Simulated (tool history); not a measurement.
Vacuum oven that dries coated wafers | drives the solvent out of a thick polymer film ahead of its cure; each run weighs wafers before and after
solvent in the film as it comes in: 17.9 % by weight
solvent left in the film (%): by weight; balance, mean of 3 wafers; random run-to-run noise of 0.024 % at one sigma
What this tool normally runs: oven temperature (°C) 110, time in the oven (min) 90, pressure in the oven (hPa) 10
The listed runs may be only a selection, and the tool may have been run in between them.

{"run": 1, "hour": 0.0, "oven temperature (°C)": 110, "time in the oven (min)": 90, "pressure in the oven (hPa)": 10, "solvent left in the film (%)": 3.01}
{"run": 2, "hour": 30.5, "oven temperature (°C)": 110, "time in the oven (min)": 90, "pressure in the oven (hPa)": 10, "solvent left in the film (%)": 3.02}
{"run": 3, "hour": 60.4, "oven temperature (°C)": 110, "time in the oven (min)": 90, "pressure in the oven (hPa)": 10, "solvent left in the film (%)": 2.98}
{"run": 4, "hour": 92.6, "oven temperature (°C)": 110, "time in the oven (min)": 90, "pressure in the oven (hPa)": 10, "solvent left in the film (%)": 2.98}
{"run": 5, "hour": 113.1, "oven temperature (°C)": 110, "time in the oven (min)": 111, "pressure in the oven (hPa)": 10, "solvent left in the film (%)": 2.12}
{"run": 6, "hour": 163.7, "oven temperature (°C)": 110, "time in the oven (min)": 90, "pressure in the oven (hPa)": 10, "solvent left in the film (%)": 2.98}

Expected results for the next run?
{"run": 7, "hour": 207.8, "oven temperature (°C)": 110, "time in the oven (min)": 90, "pressure in the oven (hPa)": 10, "solvent left in the film (%)": "?"}

Run 7 came out at solvent left in the film (%) 2.96.
On a tool with no hidden condition, and with the same random variation, this run would have come out at solvent left in the film (%) 3.02.
